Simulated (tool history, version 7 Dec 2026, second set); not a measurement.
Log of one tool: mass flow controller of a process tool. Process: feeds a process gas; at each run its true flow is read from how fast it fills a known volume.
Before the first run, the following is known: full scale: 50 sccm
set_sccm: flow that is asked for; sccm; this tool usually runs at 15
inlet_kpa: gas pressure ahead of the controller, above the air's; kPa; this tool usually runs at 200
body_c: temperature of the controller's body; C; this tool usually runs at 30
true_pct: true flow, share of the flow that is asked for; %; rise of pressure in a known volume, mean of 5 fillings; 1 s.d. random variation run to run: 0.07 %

{"run": 1, "day": 0.0, "set_sccm": 15, "inlet_kpa": 200, "body_c": 30, "true_pct": 97.67}
{"run": 2, "day": 2.158, "set_sccm": 15, "inlet_kpa": 200, "body_c": 30, "true_pct": 97.82}
{"run": 3, "day": 4.058, "set_sccm": 15, "inlet_kpa": 200, "body_c": 30, "true_pct": 97.64}
{"run": 4, "day": 7.15, "set_sccm": 15, "inlet_kpa": 200, "body_c": 30, "true_pct": 97.81}
{"run": 5, "day": 9.296, "set_sccm": 15, "inlet_kpa": 200, "body_c": 30, "true_pct": 97.75}
{"run": 6, "day": 12.179, "set_sccm": 15, "inlet_kpa": 169, "body_c": 30, "true_pct": 97.56}
{"run": 7, "day": 15.221, "set_sccm": 15, "inlet_kpa": 169, "body_c": 30, "true_pct": 97.51}
{"run": 8, "day": 17.942, "set_sccm": 15, "inlet_kpa": 169, "body_c": 30, "true_pct": 97.51}
{"run": 9, "day": 20.3, "set_sccm": 15, "inlet_kpa": 227, "body_c": 30, "true_pct": 97.66}
{"run": 10, "day": 23.321, "set_sccm": 15, "inlet_kpa": 200, "body_c": 20, "true_pct": 98.64}
{"run": 11, "day": 25.517, "set_sccm": 15, "inlet_kpa": 200, "body_c": 20, "true_pct": 98.61}
{"run": 12, "day": 27.704, "set_sccm": 15, "inlet_kpa": 200, "body_c": 30, "true_pct": 97.67}
{"run": 13, "day": 30.417, "set_sccm": 15, "inlet_kpa": 200, "body_c": 30, "true_pct": 97.66}
{"run": 14, "day": 34.0, "set_sccm": 15, "inlet_kpa": 200, "body_c": 30, "true_pct": 97.6}
{"run": 15, "day": 35.862, "set_sccm": 15, "inlet_kpa": 186, "body_c": 30, "true_pct": 97.61}
{"run": 16, "day": 37.496, "set_sccm": 15, "inlet_kpa": 186, "body_c": 30, "true_pct": 97.63}
{"run": 17, "day": 39.2, "set_sccm": 15, "inlet_kpa": 186, "body_c": 30, "true_pct": 97.65}
{"run": 18, "day": 42.879, "set_sccm": 15, "inlet_kpa": 200, "body_c": 38, "true_pct": 96.88}
{"run": 19, "day": 45.008, "set_sccm": 49, "inlet_kpa": 262, "body_c": 38, "true_pct": 98.82}
{"run": 20, "day": 46.529, "set_sccm": 49, "inlet_kpa": 262, "body_c": 38, "true_pct": 99.03}
{"run": 21, "day": 49.046, "set_sccm": 49, "inlet_kpa": 262, "body_c": 23, "true_pct": 100.36}
{"run": 22, "day": 50.771, "set_sccm": 49, "inlet_kpa": 262, "body_c": 23, "true_pct": 100.37}
{"run": 23, "day": 52.462, "set_sccm": 49, "inlet_kpa": 262, "body_c": 23, "true_pct": 100.46}
{"run": 24, "day": 54.329, "set_sccm": 49, "inlet_kpa": 262, "body_c": 23, "true_pct": 100.52}
{"run": 25, "day": 55.996, "set_sccm": 15, "inlet_kpa": 262, "body_c": 21, "true_pct": 98.84}
{"run": 26, "day": 59.05, "set_sccm": 12, "inlet_kpa": 180, "body_c": 30, "true_pct": 97.37}
{"run": 27, "day": 60.975, "set_sccm": 8, "inlet_kpa": 145, "body_c": 39, "true_pct": 96.19}
{"run": 28, "day": 63.65, "set_sccm": 7, "inlet_kpa": 194, "body_c": 28, "true_pct": 97.32}

3 options for the next run, each taken on its own from the tool as it stands now. Forecast them:
{"run": "A", "day": 67.267, "set_sccm": 7, "inlet_kpa": 194, "body_c": 36, "true_pct": "?"}
{"run": "B", "day": 67.267, "set_sccm": 31, "inlet_kpa": 237, "body_c": 33, "true_pct": "?"}
{"run": "C", "day": 67.267, "set_sccm": 8, "inlet_kpa": 158, "body_c": 23, "true_pct": "?"}

run=A true_pct=96.64
run=B true_pct=98.31
run=C true_pct=97.91
The same runs, with their run-to-run variation unchanged, on a tool lacking any hidden condition would have given:
run=A true_pct=96.64
run=B true_pct=98.31
run=C true_pct=97.92

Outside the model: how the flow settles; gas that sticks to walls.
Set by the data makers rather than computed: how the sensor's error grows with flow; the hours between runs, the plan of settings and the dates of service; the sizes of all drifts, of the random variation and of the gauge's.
